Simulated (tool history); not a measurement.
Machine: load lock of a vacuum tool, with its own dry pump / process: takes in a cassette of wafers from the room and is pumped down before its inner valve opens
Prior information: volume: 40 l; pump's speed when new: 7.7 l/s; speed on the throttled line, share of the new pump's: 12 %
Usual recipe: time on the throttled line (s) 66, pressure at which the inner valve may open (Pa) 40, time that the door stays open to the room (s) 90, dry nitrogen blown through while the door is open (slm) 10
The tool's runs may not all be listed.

run	hour	time on the throttled line (s)	pressure at which the inner valve may open (Pa)	time that the door stays open to the room (s)	dry nitrogen blown through while the door is open (slm)	incoming humidity of the room's air, %	time from the closed door until the inner valve may open (s)	rise of the pressure with all valves shut (Pa/min)
1	0.0	66	40	90	10	48.1	97.2	0.069
# hour 48.5: door's seal changed, seat wiped
2	381.2	66	40	90	10	48.7	100.0	0.073
3	663.6	66	40	90	10	44.4	99.3	0.059
4	981.4	66	40	90	10	47.5	98.4	0.069
5	1184.9	66	50	90	10	45.8	96.7	0.065
6	1452.3	122	40	90	10	43.8	147.3	0.067
7	1688.6	122	40	90	10	49.1	148.9	0.065
8	1869.9	66	40	179	10	42.5	100.0	0.091
9	2164.7	66	40	179	8	40.8	98.9	0.092
10	2459.8	66	40	179	8	47.0	98.4	0.108
11	2632.0	66	40	179	8	47.4	99.8	0.110
12	3024.2	66	40	42	8	46.6	98.6	0.045
13	3278.2	66	36	90	10	41.8	97.6	0.055
14	3647.6	96	48	113	23	42.8	124.6	0.044
15	3943.5	96	48	113	23	42.7	123.8	0.042
16	4175.2	41	45	37	10	41.8	76.1	0.043
17	4554.0	41	45	160	10	48.3	76.4	0.094
18	4736.9	66	44	57	10	44.5	98.3	0.054
19	5039.4	66	44	57	10	47.1	98.2	0.055
20	5286.0	66	44	57	10	47.4	98.6	0.055
21	5599.5	40	44	57	7	42.3	75.9	0.058

Below are 5 alternative next runs, each starting from the tool's condition after run 21. Predict each:
A	5759.8	48	44	116	7	41.9	?	?
B	5759.8	66	40	123	5	48.9	?	?
C	5759.8	66	29	28	6	42.5	?	?
D	5759.8	103	46	90	9	44.5	?	?
E	5759.8	73	44	57	7	46.3	?	?

run	time from the closed door until the inner valve may open (s)	rise of the pressure with all valves shut (Pa/min)
A	81.9	0.078
B	99.4	0.109
C	101.0	0.039
D	129.3	0.070
E	105.1	0.060
The same runs, with their run-to-run variation unchanged, on a tool lacking any hidden condition would have given:
run	time from the closed door until the inner valve may open (s)	rise of the pressure with all valves shut (Pa/min)
A	81.8	0.077
B	99.4	0.108
C	101.0	0.038
D	129.2	0.069
E	105.0	0.059
